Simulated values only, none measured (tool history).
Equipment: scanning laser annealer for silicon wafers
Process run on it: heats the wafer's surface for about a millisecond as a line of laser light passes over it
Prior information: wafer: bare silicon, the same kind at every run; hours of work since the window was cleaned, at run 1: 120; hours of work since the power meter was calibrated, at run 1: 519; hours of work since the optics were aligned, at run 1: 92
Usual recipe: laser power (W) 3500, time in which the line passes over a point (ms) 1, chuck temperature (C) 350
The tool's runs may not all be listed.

run,day,laser power (W),time in which the line passes over a point (ms),chuck temperature (C),hours of work since the window was cleaned,hours of work since the power meter was calibrated,hours of work since the optics were aligned,highest temperature of the surface (C)
1,0,3500,1,350,120,519,92,1117
2,1.808,3500,1,350,149,548,121,1112
3,3.95,3500,1,350,183,582,155,1113
4,5.45,3500,1,350,206,606,178,1107
5,7.067,3500,1.03,350,232,632,204,1114
6,9.004,3500,1.03,350,263,662,235,1109
7,10.892,3500,1.03,350,293,692,265,1110
8,12.4,3788,1,350,317,716,289,1164
9,13.862,3788,1,350,340,739,312,1163
# day 14.325: window over the wafer cleaned
10,15.842,3500,1,350,24,770,342,1122
11,16.933,3023,1,350,41,787,359,1003
12,19.025,3023,0.87,350,75,820,393,960
13,21.067,3500,1,384,107,852,425,1146
14,22.55,3500,1,384,131,876,449,1145
15,24.058,3500,1,384,155,900,473,1141
16,25.417,3500,1,350,176,922,494,1103
17,26.758,3500,1.09,357,197,943,515,1143
18,28.654,3500,0.8,379,228,973,545,1059
19,30.054,3500,0.8,379,250,995,568,1055
20,30.938,3500,0.8,379,264,1009,582,1054
21,32.983,3154,0.73,341,296,1042,614,914
22,35.042,3644,1.22,375,329,1074,647,1221
# day 36.179: window over the wafer cleaned
23,36.2,3029,1.19,358,0,1091,664,1070
24,37.771,3029,1.19,358,25,1116,689,1065
25,38.717,3096,0.75,358,40,1131,704,943
26,40.229,3096,0.82,317,64,1155,728,930
27,41.25,3096,0.82,317,80,1172,744,926
28,42.162,3691,1,322,95,1186,759,1134
29,43.662,3824,0.78,329,119,1210,782,1078
30,45.062,3207,1,386,141,1232,805,1073
31,46.25,3207,1,386,160,1251,823,1070
32,47.283,3207,0.74,345,176,1267,840,943

Below, each run's measurement less what the same run would have read without the hidden state. Both values contain the same run-to-run variation, but the gauge's scatter may not be the same in both:
Hidden state present: light that passes the window, % of a clean one's; laser's true power over the reading, %; width of the line over the set one, %; drift of the gauge itself on peak_c, C.
run,highest temperature of the surface (C)
1,-14
2,-17
3,-20
4,-23
5,-26
6,-30
7,-33
8,-38
9,-40
10,-9
11,-9
12,-12
13,-18
14,-21
15,-23
16,-25
17,-29
18,-28
19,-30
20,-31
21,-30
22,-48
23,-7
24,-8
25,-9
26,-11
27,-12
28,-19
29,-19
30,-20
31,-22
32,-20

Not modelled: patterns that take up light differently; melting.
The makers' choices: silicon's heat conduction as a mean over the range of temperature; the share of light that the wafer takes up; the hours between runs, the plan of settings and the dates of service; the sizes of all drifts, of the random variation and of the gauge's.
